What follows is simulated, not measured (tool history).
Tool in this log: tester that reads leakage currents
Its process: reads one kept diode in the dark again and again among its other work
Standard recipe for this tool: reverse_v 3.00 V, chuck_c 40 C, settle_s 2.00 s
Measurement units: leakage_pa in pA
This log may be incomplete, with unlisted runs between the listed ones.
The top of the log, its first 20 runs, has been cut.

run,hour,reverse_v,chuck_c,settle_s,hours of work since the probe card was cleaned,hours of work since the tester was calibrated,hours of work since the chuck was calibrated,leakage_pa
21,1822.0,6.03,40,2.00,52,682,643,697.13
22,1883.9,6.03,40,2.00,87,717,677,698.72
23,1954.6,9.27,48,0.87,127,756,717,1622.00
24,2055.6,9.27,48,0.87,183,813,773,1615.43
25,2140.2,9.27,48,1.20,230,860,821,1618.10
26,2213.9,9.27,48,1.20,271,901,862,1614.08
27,2324.1,3.18,40,5.30,333,963,923,499.44
28,2433.3,3.18,40,5.30,394,1024,984,497.08
29,2504.6,3.18,28,7.56,434,1063,1024,186.62
30,2612.9,7.26,37,3.19,494,1124,1085,606.89
31,2677.5,2.16,22,2.39,531,1160,1121,90.68
32,2781.1,2.16,22,2.39,588,1218,1179,91.10
33,2846.4,7.30,23,2.00,625,1254,1215,187.26
34,2945.8,7.30,23,2.00,680,1310,1271,187.76
35,2996.3,3.00,57,1.23,709,1338,1299,1716.03
36,3092.6,3.00,57,1.23,763,1392,1353,1717.53
37,3150.9,3.00,57,1.23,795,1425,1385,1719.94
38,3266.2,6.95,55,5.56,860,1489,1450,2308.90
39,3371.8,6.95,55,5.56,919,1548,1509,2321.28
40,3467.6,3.00,25,4.49,972,1602,1562,139.94

Each row is a separate what-if for the run after 40, all from the same tool condition, not one after another. Results?
A,3547.9,19.12,51,2.00,1017,1646,1607,?
B,3547.9,10.06,40,4.17,1017,1646,1607,?
C,3547.9,12.42,25,4.49,1017,1646,1607,?

run,leakage_pa
A,2953.51
B,912.06
C,297.22
Without the tool's hidden state the same runs would have given:
run,leakage_pa
A,2959.23
B,913.78
C,297.48
